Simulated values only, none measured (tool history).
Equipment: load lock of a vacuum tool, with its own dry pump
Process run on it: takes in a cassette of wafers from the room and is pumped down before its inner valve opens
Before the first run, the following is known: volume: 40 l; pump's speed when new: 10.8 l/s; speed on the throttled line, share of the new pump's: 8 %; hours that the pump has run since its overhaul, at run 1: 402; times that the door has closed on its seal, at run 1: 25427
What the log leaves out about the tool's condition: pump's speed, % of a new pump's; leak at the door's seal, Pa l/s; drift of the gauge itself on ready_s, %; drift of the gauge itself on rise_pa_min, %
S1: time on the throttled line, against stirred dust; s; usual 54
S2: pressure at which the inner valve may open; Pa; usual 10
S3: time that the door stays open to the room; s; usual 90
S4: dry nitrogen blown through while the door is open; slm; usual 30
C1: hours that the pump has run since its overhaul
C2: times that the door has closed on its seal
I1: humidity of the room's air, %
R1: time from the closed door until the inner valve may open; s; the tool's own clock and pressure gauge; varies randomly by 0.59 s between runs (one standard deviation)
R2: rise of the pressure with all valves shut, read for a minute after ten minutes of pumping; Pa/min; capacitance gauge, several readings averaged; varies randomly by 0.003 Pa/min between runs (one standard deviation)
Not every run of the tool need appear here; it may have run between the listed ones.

run 1 hour=0 | S1=54 S2=10 S3=90 S4=30 | C1=402 C2=25427 | I1=45.2 | R1=84.2 R2=0.23
run 2 hour=215.2 | S1=54 S2=10 S3=90 S4=30 | C1=617 C2=25891 | I1=43.2 | R1=83.6 R2=0.23
run 3 hour=548.2 | S1=54 S2=10 S3=90 S4=30 | C1=950 C2=26609 | I1=42.1 | R1=84.3 R2=0.239
run 4 hour=703.7 | S1=54 S2=10 S3=90 S4=40 | C1=1106 C2=26944 | I1=46 | R1=84.3 R2=0.252
run 5 hour=1030.8 | S1=54 S2=10 S3=90 S4=40 | C1=1433 C2=27649 | I1=47.1 | R1=85.6 R2=0.259
run 6 hour=1259.2 | S1=54 S2=10 S3=90 S4=40 | C1=1661 C2=28142 | I1=46.2 | R1=86.1 R2=0.258
run 7 hour=1471.7 | S1=54 S2=10 S3=90 S4=40 | C1=1874 C2=28600 | I1=48.5 | R1=84.5 R2=0.274
run 8 hour=1724.5 | S1=96 S2=10 S3=185 S4=25 | C1=2126 C2=29145 | I1=45.4 | R1=124.2 R2=0.29
run 9 hour=2011.2 | S1=96 S2=10 S3=185 S4=25 | C1=2413 C2=29763 | I1=49.5 | R1=123 R2=0.296
run 10 hour=2214.4 | S1=54 S2=11 S3=114 S4=30 | C1=2616 C2=30201 | I1=47.3 | R1=84.6 R2=0.308
run 11 hour=2522.6 | S1=29 S2=11 S3=240 S4=10 | C1=2924 C2=30866 | I1=47.4 | R1=63 R2=0.359
run 12 hour=2672.6 | S1=54 S2=10 S3=27 S4=30 | C1=3074 C2=31189 | I1=43.3 | R1=86 R2=0.304
run 13 hour=2826 | S1=54 S2=10 S3=27 S4=30 | C1=3228 C2=31520 | I1=45 | R1=85.8 R2=0.313

Below, each run's measurement less what the same run would have read without the hidden state. Both values contain the same run-to-run variation, but the gauge's scatter may not be the same in both:
run=1 R1=+0.3 R2=+0.215
run=2 R1=+0.4 R2=+0.216
run=3 R1=+0.6 R2=+0.225
run=4 R1=+0.8 R2=+0.237
run=5 R1=+1.1 R2=+0.245
run=6 R1=+1.2 R2=+0.249
run=7 R1=+1.3 R2=+0.259
run=8 R1=+1.4 R2=+0.264
run=9 R1=+1.6 R2=+0.266
run=10 R1=+1.9 R2=+0.281
run=11 R1=+2.3 R2=+0.293
run=12 R1=+2.4 R2=+0.293
run=13 R1=+2.4 R2=+0.3
